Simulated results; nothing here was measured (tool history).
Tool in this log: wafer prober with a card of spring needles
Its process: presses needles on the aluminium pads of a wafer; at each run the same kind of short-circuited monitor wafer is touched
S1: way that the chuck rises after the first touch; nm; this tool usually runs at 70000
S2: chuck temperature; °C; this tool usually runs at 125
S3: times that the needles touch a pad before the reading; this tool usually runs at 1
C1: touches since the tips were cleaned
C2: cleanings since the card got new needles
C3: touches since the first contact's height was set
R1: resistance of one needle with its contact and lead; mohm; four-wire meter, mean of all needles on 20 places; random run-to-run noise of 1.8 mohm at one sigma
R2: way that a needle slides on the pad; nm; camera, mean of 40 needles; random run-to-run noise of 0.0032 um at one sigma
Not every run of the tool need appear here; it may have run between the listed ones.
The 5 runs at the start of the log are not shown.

run	day	S1	S2	S3	C1	C2	C3	R1	R2
# day 5.242: tips cleaned on abrasive film
# day 5.858: tips cleaned on abrasive film
6	6.221	70000	45	1	4789	87	66266	168	10822
# day 6.354: height of the first contact set anew
# day 6.433: tips cleaned on abrasive film
# day 6.933: tips cleaned on abrasive film
# day 7.496: tips cleaned on abrasive film
7	7.633	70000	45	1	1841	90	16835	168	10808
# day 8.05: tips cleaned on abrasive film
# day 8.6: tips cleaned on abrasive film
8	8.933	70000	45	1	4406	92	34033	169	10796
# day 9.175: tips cleaned on abrasive film
# day 9.729: tips cleaned on abrasive film
# day 10.275: tips cleaned on abrasive film
9	10.321	70000	125	1	603	95	52327	183	10785
# day 10.85: tips cleaned on abrasive film
# day 11.396: tips cleaned on abrasive film
# day 11.508: height of the first contact set anew
10	11.508	70000	55	1	1336	97	0	168	10769
# day 11.917: tips cleaned on abrasive film
# day 12.417: tips cleaned on abrasive film
11	12.588	70000	55	1	2240	99	14241	169	10763
# day 12.962: tips cleaned on abrasive film
# day 13.517: tips cleaned on abrasive film
# day 14.071: tips cleaned on abrasive film
12	14.333	70000	125	1	3494	102	37336	183	10740
# day 14.579: tips cleaned on abrasive film
# day 15.133: tips cleaned on abrasive film
13	15.312	70000	125	1	2359	104	50246	180	10727
# day 15.679: tips cleaned on abrasive film
# day 16.204: tips cleaned on abrasive film
# day 16.633: height of the first contact set anew
# day 16.758: tips cleaned on abrasive film
14	16.883	70000	125	1	1670	107	3298	183	10717
# day 17.35: tips cleaned on abrasive film
# day 17.883: tips cleaned on abrasive film
# day 18.462: tips cleaned on abrasive film
15	18.596	70000	125	1	1745	110	25914	184	10700
# day 19.033: tips cleaned on abrasive film
16	19.483	70000	42	1	5968	111	37683	168	10690
# day 19.588: tips cleaned on abrasive film
# day 20.171: tips cleaned on abrasive film
# day 20.767: tips cleaned on abrasive film
17	21.088	54000	116	1	4296	114	58901	187	8238
# day 21.333: tips cleaned on abrasive film
# day 21.754: height of the first contact set anew
# day 21.883: tips cleaned on abrasive film
18	22.15	54000	116	1	3561	116	5211	188	8221
# day 22.475: tips cleaned on abrasive film
# day 23.042: tips cleaned on abrasive film
19	23.092	60000	118	1	664	118	17614	185	9127
# day 23.175: gauge calibrated
# day 23.596: tips cleaned on abrasive film
# day 24.196: tips cleaned on abrasive film
20	24.588	60000	118	1	5202	120	37418	185	9324
# day 24.796: tips cleaned on abrasive film
# day 25.35: tips cleaned on abrasive film
# day 25.9: tips cleaned on abrasive film
21	26.05	83000	118	2	2010	123	56757	176	12873
# day 26.475: tips cleaned on abrasive film
# day 26.892: height of the first contact set anew
# day 27.021: tips cleaned on abrasive film
# day 27.571: tips cleaned on abrasive film
22	27.704	83000	33	1	1791	126	10719	162	12860
# day 28.154: tips cleaned on abrasive film
# day 28.692: tips cleaned on abrasive film
23	29.025	70000	125	2	4420	128	28168	186	10828
# day 29.196: tips cleaned on abrasive film
# day 29.788: tips cleaned on abrasive film
24	30.221	88000	100	1	5739	130	43986	176	13597
# day 30.346: tips cleaned on abrasive film
# day 30.917: tips cleaned on abrasive film
25	31.379	70000	30	1	6164	132	59323	163	10809
# day 31.496: tips cleaned on abrasive film
# day 32.021: tips cleaned on abrasive film
# day 32.033: height of the first contact set anew
# day 32.542: tips cleaned on abrasive film
26	32.542	78000	30	1	0	135	6763	164	12021
# day 33.088: tips cleaned on abrasive film
27	33.508	78000	30	1	5570	136	19536	162	12015
# day 33.633: tips cleaned on abrasive film
# day 34.196: tips cleaned on abrasive film
28	34.588	70000	48	2	5258	138	33832	169	10772
# day 34.717: tips cleaned on abrasive film
# day 35.25: tips cleaned on abrasive film
# day 35.788: tips cleaned on abrasive film
29	36.042	70000	48	2	3377	141	52981	166	10757
# day 36.354: tips cleaned on abrasive film
# day 36.879: tips cleaned on abrasive film
30	37	70000	48	2	1601	143	65634	168	10742

Below are 3 alternative next runs, each starting from the tool's condition after run 30. Predict each:
# day 37.246: height of the first contact set anew
# day 37.479: tips cleaned on abrasive film
A	37.742	62000	33	2	3478	144	6543	?	?
# day 37.246: height of the first contact set anew
# day 37.479: tips cleaned on abrasive film
B	37.742	52000	111	2	3478	144	6543	?	?
# day 37.246: height of the first contact set anew
# day 37.479: tips cleaned on abrasive film
C	37.742	68000	125	1	3478	144	6543	?	?

run	R1	R2
A	170	9513
B	188	7976
C	181	10433
With the hidden condition removed and each run's random variation left untouched, the same runs would have given:
run	R1	R2
A	169	9642
B	188	8083
C	180	10574
